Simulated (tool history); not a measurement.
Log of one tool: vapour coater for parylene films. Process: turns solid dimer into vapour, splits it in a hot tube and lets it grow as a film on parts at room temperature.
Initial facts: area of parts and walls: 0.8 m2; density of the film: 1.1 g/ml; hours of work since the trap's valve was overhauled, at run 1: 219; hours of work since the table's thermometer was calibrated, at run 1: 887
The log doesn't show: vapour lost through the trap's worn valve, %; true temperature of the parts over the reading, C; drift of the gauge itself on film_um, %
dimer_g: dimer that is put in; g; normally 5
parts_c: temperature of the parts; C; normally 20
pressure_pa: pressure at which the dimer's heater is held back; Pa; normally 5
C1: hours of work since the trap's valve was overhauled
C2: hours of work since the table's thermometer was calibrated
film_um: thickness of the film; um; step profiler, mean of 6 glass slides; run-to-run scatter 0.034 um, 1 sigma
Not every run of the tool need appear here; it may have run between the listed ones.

run 1 hour=0 | dimer_g=5 parts_c=20 pressure_pa=5 | C1=219 C2=887 | film_um=3
run 2 hour=23.8 | dimer_g=5 parts_c=20 pressure_pa=5 | C1=240 C2=909 | film_um=2.91
run 3 hour=39.7 | dimer_g=5 parts_c=20 pressure_pa=4.43 | C1=254 C2=923 | film_um=2.99
run 4 hour=60.3 | dimer_g=5 parts_c=20 pressure_pa=5 | C1=273 C2=941 | film_um=2.86
-- hour=83.6 trap's valve overhauled
run 5 hour=84.2 | dimer_g=5 parts_c=20 pressure_pa=5 | C1=1 C2=959 | film_um=3.33
run 6 hour=108.3 | dimer_g=5 parts_c=20 pressure_pa=5 | C1=22 C2=981 | film_um=3.27
run 7 hour=131.7 | dimer_g=5 parts_c=20 pressure_pa=5 | C1=43 C2=1002 | film_um=3.25
run 8 hour=152.7 | dimer_g=5 parts_c=20 pressure_pa=5 | C1=62 C2=1020 | film_um=3.28
run 9 hour=165.1 | dimer_g=5 parts_c=20 pressure_pa=5 | C1=73 C2=1032 | film_um=3.19
run 10 hour=184.3 | dimer_g=5 parts_c=20 pressure_pa=5 | C1=90 C2=1049 | film_um=3.21
run 11 hour=206.8 | dimer_g=6 parts_c=20 pressure_pa=5 | C1=110 C2=1069 | film_um=3.71
run 12 hour=231.2 | dimer_g=6 parts_c=20 pressure_pa=5 | C1=132 C2=1091 | film_um=3.75
run 13 hour=242.4 | dimer_g=5 parts_c=20 pressure_pa=5 | C1=142 C2=1101 | film_um=3.14
run 14 hour=256.1 | dimer_g=5 parts_c=20 pressure_pa=5 | C1=154 C2=1113 | film_um=3.08
run 15 hour=267.5 | dimer_g=5 parts_c=20 pressure_pa=5 | C1=165 C2=1123 | film_um=3.04
run 16 hour=278.9 | dimer_g=5 parts_c=20 pressure_pa=5 | C1=175 C2=1133 | film_um=3.02
run 17 hour=296 | dimer_g=3 parts_c=20 pressure_pa=5 | C1=190 C2=1149 | film_um=1.82
run 18 hour=311 | dimer_g=5 parts_c=20 pressure_pa=5 | C1=204 C2=1162 | film_um=3.01
run 19 hour=333.3 | dimer_g=5 parts_c=20 pressure_pa=5 | C1=224 C2=1182 | film_um=2.93
run 20 hour=354 | dimer_g=5 parts_c=20 pressure_pa=5 | C1=242 C2=1201 | film_um=2.93
run 21 hour=377.4 | dimer_g=4 parts_c=31 pressure_pa=11.42 | C1=263 C2=1222 | film_um=1.5
run 22 hour=391.8 | dimer_g=3 parts_c=22 pressure_pa=11.32 | C1=276 C2=1235 | film_um=1.47

Predict the results of run 23:
run 23 hour=403.5 | dimer_g=5 parts_c=20 pressure_pa=11.3 | C1=286 C2=1245 | film_um=?

Run 23 came out at film_um 2.62 um.
Were there no unlogged condition in the tool, this run, its random variation unchanged, would have produced film_um 3.09 um.
